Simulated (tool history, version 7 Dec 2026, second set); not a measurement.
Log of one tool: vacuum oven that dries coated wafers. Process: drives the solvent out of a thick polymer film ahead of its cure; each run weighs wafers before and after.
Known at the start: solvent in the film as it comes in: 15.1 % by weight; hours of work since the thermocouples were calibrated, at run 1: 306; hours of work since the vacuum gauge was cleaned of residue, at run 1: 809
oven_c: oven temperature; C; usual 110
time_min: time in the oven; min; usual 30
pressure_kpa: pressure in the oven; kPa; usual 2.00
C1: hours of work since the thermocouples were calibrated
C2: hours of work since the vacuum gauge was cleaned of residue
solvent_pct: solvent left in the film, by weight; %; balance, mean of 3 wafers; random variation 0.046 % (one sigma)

Run 1, hour 0.0: usual settings; C1 306; C2 809. Result: solvent_pct 1.56 %.
Run 2, hour 15.0: usual settings; C1 315; C2 819. Result: solvent_pct 1.49 %.
Run 3, hour 32.4: usual settings but time_min 46 min; C1 327; C2 830. Result: solvent_pct 0.99 %.
Run 4, hour 55.9: usual settings but time_min 46 min; C1 342; C2 845. Result: solvent_pct 0.99 %.
Run 5, hour 78.2: usual settings but time_min 46 min; C1 356; C2 860. Result: solvent_pct 0.95 %.
Run 6, hour 104.2: usual settings but time_min 46 min; C1 373; C2 877. Result: solvent_pct 0.88 %.
Run 7, hour 137.5: usual settings but time_min 46 min; C1 394; C2 898. Result: solvent_pct 0.93 %.
Run 8, hour 160.2: usual settings but time_min 46 min; C1 409; C2 913. Result: solvent_pct 0.83 %.
Run 9, hour 189.9: usual settings but time_min 46 min; C1 428; C2 932. Result: solvent_pct 0.96 %.
Run 10, hour 206.1: usual settings but time_min 46 min; C1 439; C2 943. Result: solvent_pct 0.91 %.
Run 11, hour 235.2: usual settings but time_min 46 min; C1 458; C2 961. Result: solvent_pct 1.06 %.
Run 12, hour 257.1: usual settings but time_min 46 min; C1 472; C2 975. Result: solvent_pct 0.97 %.
Run 13, hour 274.2: usual settings but time_min 46 min; C1 483; C2 987. Result: solvent_pct 0.87 %.
Run 14, hour 302.8: usual settings but time_min 19 min; C1 501; C2 1005. Result: solvent_pct 2.99 %.
Run 15, hour 326.7: usual settings but oven_c 109 C, pressure_kpa 2.38 kPa; C1 517; C2 1020. Result: solvent_pct 1.95 %.
Run 16, hour 358.6: usual settings but oven_c 107 C, time_min 33 min, pressure_kpa 2.42 kPa; C1 537; C2 1041. Result: solvent_pct 2.14 %.
Run 17, hour 386.6: usual settings but oven_c 124 C, time_min 33 min, pressure_kpa 7.84 kPa; C1 555; C2 1059. Result: solvent_pct 1.82 %.
Run 18, hour 417.9: usual settings but oven_c 124 C, time_min 33 min, pressure_kpa 7.33 kPa; C1 576; C2 1079. Result: solvent_pct 1.62 %.
Run 19, hour 448.0: usual settings but time_min 44 min; C1 595; C2 1099. Result: solvent_pct 1.06 %.
Run 20, hour 481.1: usual settings but time_min 44 min; C1 617; C2 1120. Result: solvent_pct 1.05 %.
Run 21, hour 506.7: usual settings but time_min 44 min; C1 633; C2 1137. Result: solvent_pct 1.03 %.
Run 22, hour 521.2: usual settings but oven_c 109 C, time_min 33 min, pressure_kpa 6.86 kPa; C1 642; C2 1146. Result: solvent_pct 3.36 %.
Run 23, hour 535.7: usual settings but oven_c 118 C, time_min 33 min, pressure_kpa 5.09 kPa; C1 652; C2 1155. Result: solvent_pct 1.52 %.
Run 24, hour 561.2: usual settings but oven_c 96 C, time_min 33 min, pressure_kpa 5.09 kPa; C1 668; C2 1172. Result: solvent_pct 6.19 %.
Run 25, hour 575.9: usual settings but oven_c 103 C, time_min 25 min, pressure_kpa 4.99 kPa; C1 678; C2 1182. Result: solvent_pct 5.06 %.
Run 26, hour 609.6: usual settings but oven_c 106 C, time_min 17 min, pressure_kpa 2.70 kPa; C1 700; C2 1203. Result: solvent_pct 4.81 %.
Run 27, hour 624.5: usual settings but oven_c 106 C, time_min 17 min, pressure_kpa 2.70 kPa; C1 709; C2 1213. Result: solvent_pct 4.73 %.

The next listed run, before its measurement:
Run 28, hour 653.1: usual settings but oven_c 106 C, time_min 17 min, pressure_kpa 2.70 kPa; C1 728; C2 1231. Result: solvent_pct ?.

solvent_pct: 4.88 %
Without the tool's hidden state the same run would have given solvent_pct 4.52 %.
